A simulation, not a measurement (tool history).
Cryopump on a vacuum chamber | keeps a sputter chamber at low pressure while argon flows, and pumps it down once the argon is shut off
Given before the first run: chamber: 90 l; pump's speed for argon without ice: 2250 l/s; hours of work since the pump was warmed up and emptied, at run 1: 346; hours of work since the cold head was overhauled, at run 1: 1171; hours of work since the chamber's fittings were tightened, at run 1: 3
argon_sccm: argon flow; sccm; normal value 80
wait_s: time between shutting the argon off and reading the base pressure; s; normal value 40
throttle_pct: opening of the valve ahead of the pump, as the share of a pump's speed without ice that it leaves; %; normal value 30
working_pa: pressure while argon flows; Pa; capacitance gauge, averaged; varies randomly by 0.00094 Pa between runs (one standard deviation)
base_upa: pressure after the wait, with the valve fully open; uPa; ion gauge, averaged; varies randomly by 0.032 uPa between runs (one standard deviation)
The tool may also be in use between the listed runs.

| run | hour | argon_sccm | wait_s | throttle_pct | hours of work since the pump was warmed up and emptied | hours of work since the cold head was overhauled | hours of work since the chamber's fittings were tightened | working_pa | base_upa |
|---|---|---|---|---|---|---|---|---|---|
| 1 | 0.0 | 80 | 40 | 30 | 346 | 1171 | 3 | 0.2036 | 1.72 |
| 2 | 68.7 | 80 | 40 | 30 | 377 | 1202 | 34 | 0.2050 | 1.72 |
| 3 | 136.9 | 80 | 40 | 49 | 408 | 1233 | 65 | 0.1269 | 1.70 |
| 4 | 189.8 | 80 | 40 | 49 | 433 | 1257 | 89 | 0.1281 | 1.76 |
| 5 | 244.2 | 80 | 40 | 49 | 457 | 1282 | 114 | 0.1292 | 1.79 |
| 6 | 302.5 | 80 | 40 | 30 | 484 | 1308 | 140 | 0.2053 | 1.73 |
| 7 | 370.4 | 59 | 40 | 30 | 515 | 1339 | 171 | 0.1538 | 1.81 |
| 8 | 418.6 | 59 | 40 | 30 | 537 | 1361 | 193 | 0.1528 | 1.85 |
| 9 | 469.6 | 59 | 40 | 30 | 560 | 1384 | 216 | 0.1523 | 1.78 |
| 10 | 511.7 | 59 | 40 | 30 | 579 | 1404 | 236 | 0.1521 | 1.87 |
| 11 | 551.2 | 59 | 40 | 30 | 597 | 1422 | 254 | 0.1543 | 1.82 |
| 12 | 608.6 | 80 | 40 | 30 | 623 | 1448 | 280 | 0.2078 | 1.82 |
| 13 | 678.7 | 80 | 40 | 30 | 655 | 1480 | 312 | 0.2066 | 1.86 |
| 14 | 718.4 | 80 | 49 | 30 | 673 | 1498 | 330 | 0.2071 | 1.58 |
| 15 | 773.5 | 80 | 49 | 39 | 698 | 1523 | 355 | 0.1618 | 1.66 |
| 16 | 817.6 | 80 | 40 | 30 | 718 | 1543 | 375 | 0.2095 | 1.98 |
| 17 | 869.6 | 80 | 40 | 30 | 742 | 1566 | 398 | 0.2073 | 1.94 |
| 18 | 913.3 | 80 | 40 | 30 | 762 | 1586 | 418 | 0.2086 | 2.02 |
| 19 | 946.7 | 160 | 40 | 37 | 777 | 1601 | 433 | 0.3418 | 2.02 |
| 20 | 1009.9 | 160 | 40 | 37 | 806 | 1630 | 462 | 0.3422 | 1.99 |
|  | 1039.7 | pump warmed up, emptied and cooled again |
| 21 | 1083.0 | 62 | 151 | 28 | 20 | 1661 | 493 | 0.1666 | 0.85 |
| 22 | 1120.9 | 155 | 149 | 28 | 37 | 1678 | 510 | 0.4198 | 0.83 |
| 23 | 1184.2 | 155 | 156 | 58 | 66 | 1707 | 539 | 0.2032 | 0.91 |
| 24 | 1216.0 | 105 | 152 | 32 | 80 | 1722 | 554 | 0.2487 | 0.87 |
| 25 | 1261.2 | 34 | 103 | 38 | 101 | 1742 | 574 | 0.0679 | 1.08 |
| 26 | 1308.7 | 80 | 254 | 30 | 122 | 1764 | 596 | 0.2035 | 0.73 |
| 27 | 1347.3 | 149 | 50 | 32 | 140 | 1781 | 613 | 0.3555 | 1.73 |
| 28 | 1384.8 | 80 | 166 | 30 | 157 | 1799 | 630 | 0.2033 | 0.94 |
| 29 | 1431.0 | 115 | 53 | 30 | 178 | 1820 | 651 | 0.2909 | 1.70 |
| 30 | 1506.6 | 115 | 53 | 30 | 212 | 1854 | 686 | 0.2919 | 1.73 |
| 31 | 1581.8 | 84 | 42 | 30 | 247 | 1888 | 720 | 0.2128 | 2.03 |
| 32 | 1656.8 | 151 | 112 | 55 | 281 | 1922 | 754 | 0.2135 | 1.18 |
| 33 | 1711.1 | 83 | 40 | 30 | 305 | 1947 | 779 | 0.2130 | 2.23 |

Forecast each of these 5 alternatives for the next run:
| A | 1751.7 | 89 | 202 | 53 | 324 | 1965 | 797 | ? | ? |
| B | 1751.7 | 45 | 271 | 30 | 324 | 1965 | 797 | ? | ? |
| C | 1751.7 | 39 | 123 | 30 | 324 | 1965 | 797 | ? | ? |
| D | 1751.7 | 80 | 34 | 50 | 324 | 1965 | 797 | ? | ? |
| E | 1751.7 | 83 | 21 | 34 | 324 | 1965 | 797 | ? | ? |

| run | working_pa | base_upa |
|---|---|---|
| A | 0.1313 | 0.98 |
| B | 0.1148 | 0.87 |
| C | 0.1007 | 1.11 |
| D | 0.1244 | 2.42 |
| E | 0.1889 | 3.64 |
Without the tool's unlogged condition, the same runs would have read:
| run | working_pa | base_upa |
|---|---|---|
| A | 0.1262 | 0.46 |
| B | 0.1122 | 0.35 |
| C | 0.0984 | 0.60 |
| D | 0.1198 | 1.90 |
| E | 0.1841 | 3.10 |
